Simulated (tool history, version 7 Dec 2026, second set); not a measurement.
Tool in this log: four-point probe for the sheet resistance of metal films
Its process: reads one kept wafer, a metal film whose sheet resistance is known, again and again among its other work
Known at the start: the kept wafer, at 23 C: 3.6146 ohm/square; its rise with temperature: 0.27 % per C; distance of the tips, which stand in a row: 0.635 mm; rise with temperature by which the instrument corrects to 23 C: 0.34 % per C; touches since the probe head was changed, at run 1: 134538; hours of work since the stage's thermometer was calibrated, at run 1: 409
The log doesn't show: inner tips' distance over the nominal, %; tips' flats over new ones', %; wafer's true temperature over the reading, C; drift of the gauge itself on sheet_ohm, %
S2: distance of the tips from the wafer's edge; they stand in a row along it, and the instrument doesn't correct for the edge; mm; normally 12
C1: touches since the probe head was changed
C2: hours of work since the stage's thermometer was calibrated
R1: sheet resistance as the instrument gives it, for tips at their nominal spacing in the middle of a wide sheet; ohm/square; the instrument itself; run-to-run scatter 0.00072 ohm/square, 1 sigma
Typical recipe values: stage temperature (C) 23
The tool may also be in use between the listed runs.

{"run": 1, "day": 0.0, "stage temperature (C)": 23, "S2": 12, "C1": 134538, "C2": 409, "R1": 3.602966}
{"run": 2, "day": 3.704, "stage temperature (C)": 23, "S2": 12, "C1": 139156, "C2": 465, "R1": 3.600962}
{"run": 3, "day": 6.938, "stage temperature (C)": 25, "S2": 12, "C1": 143184, "C2": 514, "R1": 3.596834}
{"day": 8.771, "done": "new probe head fitted"}
{"run": 4, "day": 11.183, "stage temperature (C)": 24, "S2": 12, "C1": 3007, "C2": 578, "R1": 3.631938}
{"run": 5, "day": 14.854, "stage temperature (C)": 23, "S2": 12, "C1": 7584, "C2": 634, "R1": 3.634535}
{"run": 6, "day": 17.825, "stage temperature (C)": 23, "S2": 12, "C1": 11285, "C2": 679, "R1": 3.633098}
{"run": 7, "day": 20.808, "stage temperature (C)": 34, "S2": 12, "C1": 15005, "C2": 724, "R1": 3.608251}
{"run": 8, "day": 24.75, "stage temperature (C)": 25, "S2": 12, "C1": 19921, "C2": 784, "R1": 3.62849}
{"run": 9, "day": 28.704, "stage temperature (C)": 25, "S2": 12, "C1": 24851, "C2": 843, "R1": 3.626989}
{"run": 10, "day": 31.788, "stage temperature (C)": 23, "S2": 7, "C1": 28694, "C2": 890, "R1": 3.641856}
{"run": 11, "day": 34.271, "stage temperature (C)": 23, "S2": 7, "C1": 31789, "C2": 928, "R1": 3.640532}
{"run": 12, "day": 37.425, "stage temperature (C)": 23, "S2": 7, "C1": 35720, "C2": 976, "R1": 3.639519}
{"run": 13, "day": 42.004, "stage temperature (C)": 18, "S2": 12, "C1": 41429, "C2": 1045, "R1": 3.641631}
{"run": 14, "day": 45.221, "stage temperature (C)": 18, "S2": 12, "C1": 45442, "C2": 1094, "R1": 3.640558}
{"run": 15, "day": 49.812, "stage temperature (C)": 30, "S2": 12, "C1": 51164, "C2": 1163, "R1": 3.611001}
{"run": 16, "day": 54.771, "stage temperature (C)": 28, "S2": 12, "C1": 57348, "C2": 1238, "R1": 3.615564}
{"run": 17, "day": 58.867, "stage temperature (C)": 28, "S2": 10, "C1": 62451, "C2": 1300, "R1": 3.61663}
{"run": 18, "day": 61.042, "stage temperature (C)": 28, "S2": 10, "C1": 65162, "C2": 1333, "R1": 3.616896}
{"run": 19, "day": 64.171, "stage temperature (C)": 28, "S2": 10, "C1": 69062, "C2": 1381, "R1": 3.615267}
{"run": 20, "day": 66.45, "stage temperature (C)": 28, "S2": 10, "C1": 71907, "C2": 1415, "R1": 3.616342}
{"day": 67.65, "done": "stage's thermometer calibrated"}
{"run": 21, "day": 69.546, "stage temperature (C)": 28, "S2": 10, "C1": 75741, "C2": 29, "R1": 3.613165}
{"run": 22, "day": 73.354, "stage temperature (C)": 27, "S2": 38, "C1": 80489, "C2": 86, "R1": 3.606819}
{"run": 23, "day": 76.2, "stage temperature (C)": 29, "S2": 11, "C1": 84035, "C2": 130, "R1": 3.60742}
{"run": 24, "day": 79.846, "stage temperature (C)": 25, "S2": 23, "C1": 88580, "C2": 185, "R1": 3.61146}
{"run": 25, "day": 82.354, "stage temperature (C)": 19, "S2": 4, "C1": 91704, "C2": 223, "R1": 3.673407}
{"run": 26, "day": 84.8, "stage temperature (C)": 29, "S2": 4, "C1": 94755, "C2": 260, "R1": 3.648302}
{"run": 27, "day": 88.858, "stage temperature (C)": 29, "S2": 4, "C1": 99812, "C2": 321, "R1": 3.646862}
{"run": 28, "day": 93.204, "stage temperature (C)": 23, "S2": 62, "C1": 105230, "C2": 387, "R1": 3.613547}
{"run": 29, "day": 97.812, "stage temperature (C)": 24, "S2": 73, "C1": 110975, "C2": 457, "R1": 3.608439}
{"day": 98.046, "done": "stage's thermometer calibrated, once more"}
{"run": 30, "day": 102.321, "stage temperature (C)": 35, "S2": 73, "C1": 116572, "C2": 65, "R1": 3.591227}
{"run": 31, "day": 106.488, "stage temperature (C)": 23, "S2": 5, "C1": 121765, "C2": 128, "R1": 3.647037}
{"run": 32, "day": 110.812, "stage temperature (C)": 23, "S2": 5, "C1": 127156, "C2": 193, "R1": 3.647479}
{"run": 33, "day": 114.233, "stage temperature (C)": 24, "S2": 47, "C1": 131421, "C2": 245, "R1": 3.612219}
{"run": 34, "day": 117.767, "stage temperature (C)": 22, "S2": 12, "C1": 135828, "C2": 299, "R1": 3.620379}
{"run": 35, "day": 122.758, "stage temperature (C)": 22, "S2": 12, "C1": 142051, "C2": 374, "R1": 3.620073}
{"day": 125.671, "done": "new probe head fitted"}
{"run": 36, "day": 128.092, "stage temperature (C)": 19, "S2": 13, "C1": 3019, "C2": 455, "R1": 3.629996}
{"run": 37, "day": 131.846, "stage temperature (C)": 19, "S2": 13, "C1": 7701, "C2": 511, "R1": 3.629388}
{"run": 38, "day": 135.367, "stage temperature (C)": 19, "S2": 13, "C1": 12086, "C2": 565, "R1": 3.629385}
{"run": 39, "day": 139.508, "stage temperature (C)": 22, "S2": 52, "C1": 17252, "C2": 628, "R1": 3.616437}
{"run": 40, "day": 143.771, "stage temperature (C)": 27, "S2": 9, "C1": 22563, "C2": 692, "R1": 3.614113}
{"run": 41, "day": 147.371, "stage temperature (C)": 27, "S2": 9, "C1": 27053, "C2": 747, "R1": 3.611987}
{"run": 42, "day": 152.267, "stage temperature (C)": 27, "S2": 9, "C1": 33156, "C2": 821, "R1": 3.612463}

5 ways to go on from here, each from the tool as it stands after run 42. What would each give?
{"run": "A", "day": 155.421, "stage temperature (C)": 21, "S2": 12, "C1": 37087, "C2": 869, "R1": "?"}
{"run": "B", "day": 155.421, "stage temperature (C)": 22, "S2": 7, "C1": 37087, "C2": 869, "R1": "?"}
{"run": "C", "day": 155.421, "stage temperature (C)": 35, "S2": 16, "C1": 37087, "C2": 869, "R1": "?"}
{"run": "D", "day": 155.421, "stage temperature (C)": 19, "S2": 55, "C1": 37087, "C2": 869, "R1": "?"}
{"run": "E", "day": 155.421, "stage temperature (C)": 28, "S2": 4, "C1": 37087, "C2": 869, "R1": "?"}

run=A R1=3.621383
run=B R1=3.629975
run=C R1=3.588020
run=D R1=3.620248
run=E R1=3.648052
Had the tool no hidden state, the same runs would have come out as:
run=A R1=3.624822
run=B R1=3.633414
run=C R1=3.591325
run=D R1=3.623702
run=E R1=3.651463
